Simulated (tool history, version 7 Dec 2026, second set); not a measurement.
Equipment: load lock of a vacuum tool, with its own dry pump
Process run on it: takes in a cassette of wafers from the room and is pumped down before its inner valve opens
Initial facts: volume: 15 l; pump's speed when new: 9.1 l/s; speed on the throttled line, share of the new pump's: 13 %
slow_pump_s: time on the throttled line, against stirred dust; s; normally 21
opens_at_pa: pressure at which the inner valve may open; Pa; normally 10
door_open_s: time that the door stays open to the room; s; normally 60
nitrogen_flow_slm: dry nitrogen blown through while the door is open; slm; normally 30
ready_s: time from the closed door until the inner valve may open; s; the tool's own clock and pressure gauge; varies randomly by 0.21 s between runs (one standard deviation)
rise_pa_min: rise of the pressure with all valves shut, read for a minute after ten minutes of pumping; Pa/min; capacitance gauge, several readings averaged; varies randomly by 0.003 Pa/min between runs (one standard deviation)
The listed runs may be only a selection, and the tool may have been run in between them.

| run | hour | slow_pump_s | opens_at_pa | door_open_s | nitrogen_flow_slm | incoming humidity of the room's air, % | ready_s | rise_pa_min |
|---|---|---|---|---|---|---|---|---|
| 1 | 0.0 | 21 | 10 | 60 | 30 | 44.0 | 35.5 | 0.065 |
| 2 | 83.7 | 21 | 10 | 60 | 24 | 44.9 | 35.0 | 0.067 |
| 3 | 176.0 | 21 | 10 | 60 | 24 | 45.1 | 35.5 | 0.071 |
| 4 | 301.1 | 21 | 10 | 60 | 15 | 46.7 | 35.3 | 0.090 |
| 5 | 398.6 | 21 | 10 | 60 | 15 | 46.0 | 35.4 | 0.085 |
| 6 | 550.7 | 12 | 10 | 60 | 15 | 45.3 | 27.9 | 0.095 |
| 7 | 674.7 | 12 | 10 | 60 | 15 | 44.7 | 28.0 | 0.093 |
| 8 | 816.0 | 12 | 10 | 60 | 15 | 43.1 | 28.0 | 0.090 |
| 9 | 902.9 | 21 | 10 | 37 | 30 | 46.7 | 35.7 | 0.061 |
| 10 | 1010.4 | 21 | 10 | 37 | 6 | 47.0 | 35.5 | 0.101 |
| 11 | 1087.3 | 21 | 10 | 122 | 30 | 45.4 | 35.5 | 0.090 |
| 12 | 1217.8 | 21 | 10 | 60 | 11 | 44.9 | 35.8 | 0.096 |
| 13 | 1339.6 | 21 | 10 | 60 | 30 | 45.0 | 35.5 | 0.067 |
| 14 | 1492.7 | 21 | 10 | 60 | 30 | 44.5 | 35.9 | 0.067 |
| 15 | 1559.5 | 21 | 10 | 60 | 30 | 45.2 | 36.1 | 0.071 |
| 16 | 1642.8 | 21 | 10 | 60 | 30 | 42.3 | 35.9 | 0.068 |
| 17 | 1711.3 | 21 | 10 | 60 | 30 | 45.2 | 35.6 | 0.074 |
| 18 | 1844.7 | 21 | 10 | 60 | 30 | 44.4 | 35.8 | 0.077 |
| 19 | 1916.5 | 21 | 10 | 60 | 30 | 42.0 | 36.2 | 0.069 |
| 20 | 2067.2 | 21 | 10 | 60 | 30 | 43.9 | 35.4 | 0.071 |
| 21 | 2133.8 | 21 | 11 | 60 | 37 | 45.1 | 35.5 | 0.077 |
| 22 | 2297.4 | 13 | 19 | 55 | 41 | 43.5 | 27.6 | 0.069 |
| 23 | 2394.5 | 32 | 10 | 60 | 6 | 43.4 | 45.4 | 0.120 |
| 24 | 2495.2 | 21 | 9 | 26 | 30 | 40.4 | 36.5 | 0.064 |
| 25 | 2589.8 | 21 | 9 | 26 | 30 | 43.6 | 36.4 | 0.055 |
| 26 | 2744.8 | 21 | 9 | 26 | 30 | 44.5 | 36.5 | 0.059 |
| 27 | 2859.5 | 21 | 15 | 197 | 30 | 42.3 | 35.4 | 0.110 |
| 28 | 2941.3 | 20 | 15 | 197 | 20 | 47.2 | 34.2 | 0.141 |
| 29 | 3081.2 | 34 | 13 | 92 | 20 | 44.5 | 46.6 | 0.101 |
| 30 | 3172.9 | 11 | 10 | 122 | 30 | 44.9 | 28.0 | 0.104 |
| 31 | 3269.5 | 29 | 10 | 48 | 30 | 45.4 | 42.9 | 0.076 |
| 32 | 3394.9 | 21 | 7 | 60 | 30 | 45.1 | 37.0 | 0.084 |
| 33 | 3518.3 | 27 | 10 | 60 | 13 | 44.5 | 41.5 | 0.108 |
| 34 | 3642.9 | 17 | 16 | 26 | 11 | 46.5 | 31.9 | 0.082 |
| 35 | 3719.2 | 17 | 16 | 26 | 11 | 41.4 | 31.8 | 0.084 |
| 36 | 3858.6 | 21 | 9 | 26 | 11 | 44.1 | 36.1 | 0.086 |

Here are 5 independent what-if runs from the current tool condition. What would each one return?
| A | 3937.3 | 21 | 10 | 130 | 30 | 47.3 | ? | ? |
| B | 3937.3 | 21 | 9 | 26 | 5 | 46.7 | ? | ? |
| C | 3937.3 | 14 | 7 | 110 | 11 | 44.9 | ? | ? |
| D | 3937.3 | 14 | 10 | 60 | 13 | 43.7 | ? | ? |
| E | 3937.3 | 21 | 8 | 213 | 6 | 48.5 | ? | ? |

| run | ready_s | rise_pa_min |
|---|---|---|
| A | 35.6 | 0.107 |
| B | 36.9 | 0.102 |
| C | 31.0 | 0.133 |
| D | 30.2 | 0.108 |
| E | 36.9 | 0.218 |
What these runs would have given with no unlogged condition in the tool:
| run | ready_s | rise_pa_min |
|---|---|---|
| A | 33.0 | 0.076 |
| B | 34.1 | 0.070 |
| C | 28.0 | 0.102 |
| D | 27.4 | 0.076 |
| E | 34.2 | 0.187 |
